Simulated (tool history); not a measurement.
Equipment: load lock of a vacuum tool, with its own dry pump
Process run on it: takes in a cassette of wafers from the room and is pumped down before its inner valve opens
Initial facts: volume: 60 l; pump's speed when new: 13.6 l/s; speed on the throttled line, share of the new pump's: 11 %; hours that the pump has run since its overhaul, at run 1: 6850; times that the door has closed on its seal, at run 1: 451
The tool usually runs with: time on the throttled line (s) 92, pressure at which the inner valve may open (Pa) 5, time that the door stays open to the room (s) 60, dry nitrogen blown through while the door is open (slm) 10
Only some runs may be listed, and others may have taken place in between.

run,day,time on the throttled line (s),pressure at which the inner valve may open (Pa),time that the door stays open to the room (s),dry nitrogen blown through while the door is open (slm),hours that the pump has run since its overhaul,times that the door has closed on its seal,"incoming humidity of the room's air, %",time from the closed door until the inner valve may open (s),rise of the pressure with all valves shut (Pa/min)
1,0,92,5,60,10,6850,451,49.6,127.4,0.027
2,3.888,92,7,60,10,6943,686,49.1,125.3,0.029
3,6.725,92,5,60,10,7011,858,46.3,126.2,0.027
4,9.542,92,5,60,10,7079,1029,45.3,126.2,0.024
5,14.275,92,5,60,10,7193,1316,47.4,125.9,0.03
6,19.95,92,5,60,10,7329,1659,48.7,126,0.03
7,24.275,72,5,60,10,7433,1921,46.5,108.4,0.025
8,28.7,92,5,60,10,7539,2189,44.4,126.9,0.03
9,32.812,100,5,60,10,7637,2438,43.7,133.2,0.027
10,36.917,92,5,60,28,7736,2687,43.4,127.6,0.021
11,41.167,92,5,60,28,7838,2944,45.5,125.6,0.022
12,43.496,115,8,60,8,7894,3085,47.4,144.4,0.028
13,47.042,115,8,60,8,7979,3300,45.2,144.2,0.031
14,51.675,61,8,26,8,8090,3580,43,96.5,0.023
15,55.762,61,8,26,8,8188,3828,44.1,96.5,0.017
16,60.112,62,6,140,6,8293,4091,47.7,99.2,0.04
17,65.283,62,7,140,6,8417,4405,47.1,98.2,0.032
18,70.575,109,5,60,36,8544,4725,46.4,142,0.02
19,74.392,92,8,60,10,8635,4956,44.8,124.4,0.03
20,78.862,167,8,60,5,8743,5227,44.5,192.1,0.025
21,82.017,109,9,28,7,8818,5418,44.8,139.1,0.023

Below are 3 alternative next runs, each starting from the tool's condition after run 21. Predict each:
A,86.746,109,5,95,11,8932,5704,46.5,?,?
B,86.746,47,5,60,10,8932,5704,46,?,?
C,86.746,74,6,66,10,8932,5704,46.6,?,?

run,time from the closed door until the inner valve may open (s),rise of the pressure with all valves shut (Pa/min)
A,142.5,0.027
B,86.1,0.028
C,108.9,0.027
The same runs, with their run-to-run variation unchanged, on a tool lacking any hidden condition would have given:
run,time from the closed door until the inner valve may open (s),rise of the pressure with all valves shut (Pa/min)
A,142.4,0.027
B,86,0.028
C,108.9,0.027
